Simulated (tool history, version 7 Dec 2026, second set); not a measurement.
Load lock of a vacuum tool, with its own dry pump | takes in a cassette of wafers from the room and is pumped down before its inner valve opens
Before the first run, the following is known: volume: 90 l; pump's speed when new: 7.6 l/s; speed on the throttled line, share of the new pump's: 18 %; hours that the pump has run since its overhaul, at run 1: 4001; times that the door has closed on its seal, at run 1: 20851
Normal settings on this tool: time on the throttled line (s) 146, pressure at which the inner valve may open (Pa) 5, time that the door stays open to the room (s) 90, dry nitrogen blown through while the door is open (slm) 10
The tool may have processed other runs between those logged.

run    hour  time on the throttled line (s)  pressure at which the inner valve may open (Pa)  time that the door stays open to the room (s)  dry nitrogen blown through while the door is open (slm)  hours that the pump has run since its overhaul  times that the door has closed on its seal  incoming humidity of the room's air, %  time from the closed door until the inner valve may open (s)  rise of the pressure with all valves shut (Pa/min)
  1       0                             146                                                5                                             90                                                       10                                            4001                                       20851                                    46.1                                                         239.6                                                0.21
  2    88.4                             146                                                5                                             90                                                       10                                            4089                                       21280                                    39.6                                                         238.7                                                 0.2
  3     259                             146                                                5                                             90                                                       10                                            4260                                       22109                                    44.3                                                         238.9                                               0.225
  4   375.3                             146                                                5                                             90                                                       19                                            4376                                       22674                                    45.8                                                         238.5                                               0.229
  5   533.5                             146                                                5                                             90                                                       19                                            4534                                       23443                                    47.7                                                         237.8                                               0.231
  6   744.9                             146                                                5                                             90                                                       19                                            4746                                       24469                                    48.3                                                         239.6                                               0.254
  7     911                             146                                                5                                             90                                                       34                                            4912                                       25276                                    45.8                                                         238.9                                               0.255
  8  1008.2                             124                                                5                                             90                                                       10                                            5009                                       25748                                    43.4                                                         219.9                                               0.276
  9  1164.1                             146                                                5                                             90                                                       10                                            5165                                       26506                                    47.6                                                         240.5                                               0.289
 10  1342.8                              78                                                5                                             90                                                       10                                            5344                                       27374                                    48.9                                                         184.4                                               0.297
 11  1482.6                              78                                                5                                             90                                                       10                                            5483                                       28053                                    46.8                                                         183.5                                               0.308
 12  1603.5                              78                                                5                                             90                                                       10                                            5604                                       28640                                    46.6                                                         184.6                                               0.314
 13  1765.8                              78                                                5                                             90                                                       10                                            5767                                       29429                                    46.3                                                         184.3                                               0.325
 14  1864.7                             146                                                5                                             90                                                       10                                            5866                                       29909                                    46.4                                                         239.6                                               0.336
 15  2083.2                             146                                                5                                             90                                                       10                                            6084                                       30971                                    44.4                                                         239.5                                               0.355
 16    2205                             177                                               10                                             80                                                       44                                            6206                                       31562                                    40.7                                                         255.9                                               0.354
 17  2371.8                              80                                                5                                            230                                                       10                                            6373                                       32373                                    47.3                                                         186.4                                               0.393
 18  2503.1                              81                                                5                                             29                                                       10                                            6504                                       33010                                    43.2                                                         187.2                                               0.376
 19  2694.1                             121                                                6                                             68                                                        7                                            6695                                       33938                                    43.2                                                         217.6                                                 0.4
 20    2859                             161                                                6                                             48                                                       23                                            6860                                       34739                                    43.6                                                         251.5                                               0.405
 21  2998.1                             146                                                5                                             56                                                       12                                            6999                                       35415                                    46.1                                                         240.9                                               0.428
     3025.3  -- door's seal changed, seat wiped
 22  3218.1                             285                                                5                                             56                                                       12                                            7217                                         937                                    48.3                                                         353.3                                               0.026
 23  3403.4                             285                                                5                                             56                                                       12                                            7403                                        1836                                    47.3                                                         352.8                                               0.029
 24  3597.3                             249                                                5                                            102                                                       10                                            7597                                        2778                                    45.5                                                         323.9                                               0.043
 25  3694.6                             249                                                5                                            102                                                       23                                            7694                                        3251                                    46.3                                                         325.3                                               0.031
 26  3800.5                             249                                                5                                            102                                                       23                                            7800                                        3766                                    46.6                                                         324.7                                               0.035
 27  4003.4                              90                                                7                                            225                                                       23                                            8003                                        4751                                    44.8                                                         191.3                                               0.056
 28  4159.4                             215                                                5                                            128                                                       42                                            8159                                        5509                                    41.6                                                         297.1                                               0.041

Measured less the same run without the tool's hidden state. The same run-to-run variation is in both; the gauge's scatter may not be:
Hidden state present: pump's speed, % of a new pump's; leak at the door's seal, Pa l/s; drift of the gauge itself on ready_s, %; drift of the gauge itself on rise_pa_min, %.
run  time from the closed door until the inner valve may open (s)  rise of the pressure with all valves shut (Pa/min)
  1                                                          +1.5                                              +0.183
  2                                                          +1.5                                              +0.182
  3                                                          +1.7                                              +0.198
  4                                                          +1.7                                              +0.204
  5                                                          +1.8                                              +0.215
  6                                                            +2                                              +0.233
  7                                                          +2.1                                              +0.242
  8                                                          +2.2                                              +0.249
  9                                                          +2.3                                               +0.26
 10                                                          +2.7                                               +0.27
 11                                                          +2.8                                              +0.281
 12                                                          +2.9                                              +0.287
 13                                                            +3                                                +0.3
 14                                                          +2.7                                              +0.308
 15                                                          +2.9                                              +0.327
 16                                                          +2.3                                              +0.339
 17                                                          +3.6                                              +0.349
 18                                                          +3.7                                              +0.362
 19                                                          +3.5                                              +0.377
 20                                                          +3.3                                              +0.393
 21                                                          +3.6                                              +0.412
 22                                                          +2.6                                              +0.004
 23                                                          +2.6                                              +0.008
 24                                                            +3                                              +0.012
 25                                                          +3.1                                              +0.014
 26                                                          +3.2                                              +0.017
 27                                                          +4.4                                              +0.022
 28                                                          +3.9                                              +0.026
